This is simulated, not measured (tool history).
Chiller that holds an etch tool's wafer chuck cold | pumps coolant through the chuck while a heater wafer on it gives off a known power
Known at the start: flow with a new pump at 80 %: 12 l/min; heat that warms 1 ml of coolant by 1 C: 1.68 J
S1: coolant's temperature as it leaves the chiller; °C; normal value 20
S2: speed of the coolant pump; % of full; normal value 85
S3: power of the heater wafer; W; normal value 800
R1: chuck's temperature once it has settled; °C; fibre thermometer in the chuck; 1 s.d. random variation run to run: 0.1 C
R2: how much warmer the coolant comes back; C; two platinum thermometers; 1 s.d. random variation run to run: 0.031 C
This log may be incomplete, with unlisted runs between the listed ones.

{"run": 1, "hour": 0.0, "S1": 20, "S2": 85, "S3": 800, "R1": 28.8, "R2": 2.21}
{"run": 2, "hour": 36.5, "S1": 20, "S2": 85, "S3": 800, "R1": 28.6, "R2": 2.18}
{"run": 3, "hour": 69.0, "S1": 20, "S2": 85, "S3": 800, "R1": 28.6, "R2": 2.12}
{"run": 4, "hour": 107.4, "S1": 20, "S2": 85, "S3": 800, "R1": 28.5, "R2": 2.14}
{"run": 5, "hour": 141.1, "S1": 20, "S2": 85, "S3": 800, "R1": 28.6, "R2": 2.07}
{"run": 6, "hour": 177.4, "S1": 19, "S2": 85, "S3": 800, "R1": 27.5, "R2": 2.07}
{"run": 7, "hour": 200.6, "S1": 19, "S2": 85, "S3": 800, "R1": 27.6, "R2": 2.03}
{"run": 8, "hour": 235.0, "S1": 20, "S2": 85, "S3": 800, "R1": 28.9, "R2": 1.94}
{"run": 9, "hour": 257.6, "S1": 20, "S2": 85, "S3": 800, "R1": 28.7, "R2": 2.02}
{"run": 10, "hour": 305.3, "S1": 14, "S2": 85, "S3": 800, "R1": 22.7, "R2": 1.89}
{"run": 11, "hour": 340.0, "S1": 20, "S2": 85, "S3": 698, "R1": 27.5, "R2": 1.66}
{"run": 12, "hour": 364.1, "S1": 20, "S2": 85, "S3": 698, "R1": 27.8, "R2": 1.52}
{"run": 13, "hour": 411.6, "S1": 20, "S2": 85, "S3": 698, "R1": 27.6, "R2": 1.54}
{"hour": 416.0, "done": "gauge calibrated"}
{"run": 14, "hour": 455.7, "S1": 20, "S2": 85, "S3": 720, "R1": 27.8, "R2": 1.93}
{"run": 15, "hour": 500.3, "S1": 20, "S2": 85, "S3": 720, "R1": 27.9, "R2": 1.92}
{"run": 16, "hour": 533.8, "S1": 20, "S2": 85, "S3": 720, "R1": 27.8, "R2": 1.9}
{"run": 17, "hour": 575.0, "S1": 15, "S2": 85, "S3": 800, "R1": 23.7, "R2": 2.03}
{"run": 18, "hour": 617.9, "S1": 15, "S2": 75, "S3": 790, "R1": 24.4, "R2": 2.33}
{"run": 19, "hour": 658.2, "S1": 17, "S2": 86, "S3": 1090, "R1": 28.7, "R2": 2.72}
{"run": 20, "hour": 691.7, "S1": 25, "S2": 61, "S3": 1090, "R1": 39.5, "R2": 4.17}
{"run": 21, "hour": 716.7, "S1": 11, "S2": 79, "S3": 481, "R1": 16.5, "R2": 1.18}
{"run": 22, "hour": 763.5, "S1": 17, "S2": 85, "S3": 414, "R1": 21.5, "R2": 0.85}
{"run": 23, "hour": 800.0, "S1": 14, "S2": 62, "S3": 800, "R1": 24.5, "R2": 2.82}
{"run": 24, "hour": 827.5, "S1": 27, "S2": 65, "S3": 1092, "R1": 41.1, "R2": 3.74}
{"run": 25, "hour": 854.3, "S1": 10, "S2": 81, "S3": 1092, "R1": 22.3, "R2": 2.77}
{"run": 26, "hour": 892.2, "S1": 17, "S2": 69, "S3": 1178, "R1": 31.5, "R2": 3.77}
{"run": 27, "hour": 916.9, "S1": 16, "S2": 69, "S3": 1178, "R1": 30.6, "R2": 3.72}
{"run": 28, "hour": 961.1, "S1": 20, "S2": 85, "S3": 935, "R1": 30.2, "R2": 2.11}
{"run": 29, "hour": 1004.2, "S1": 20, "S2": 66, "S3": 979, "R1": 32.3, "R2": 3.1}
{"run": 30, "hour": 1051.5, "S1": 14, "S2": 94, "S3": 539, "R1": 19.4, "R2": 0.73}
{"run": 31, "hour": 1082.2, "S1": 14, "S2": 94, "S3": 462, "R1": 18.8, "R2": 0.5}

Same runs, no hidden state in the tool, same run-to-run variation:
The hidden state here: heat passed by the chuck's channels, % of clean ones'; flow at a given pump speed, % of a new pump's; coolant's true temperature over the reading, C; drift of the gauge itself on chuck_c, C; drift of the gauge itself on warmer_back_c, C.
run=1 R2=2.21
run=2 R2=2.22
run=3 R2=2.18
run=4 R2=2.24
run=5 R2=2.20
run=6 R2=2.24
run=7 R2=2.23
run=8 R2=2.16
run=9 R2=2.27
run=10 R2=2.18
run=11 R2=1.98
run=12 R2=1.87
run=13 R2=1.94
run=14 R2=1.97
run=15 R2=2.00
run=16 R2=2.01
run=17 R2=2.18
run=18 R2=2.52
run=19 R2=2.95
run=20 R2=4.44
run=21 R2=1.46
run=22 R2=1.18
run=23 R2=3.19
run=24 R2=4.13
run=25 R2=3.19
run=26 R2=4.22
run=27 R2=4.20
run=28 R2=2.63
run=29 R2=3.66
run=30 R2=1.34
run=31 R2=1.13
R1: at most 0.1 °C away from the measurement, every run.
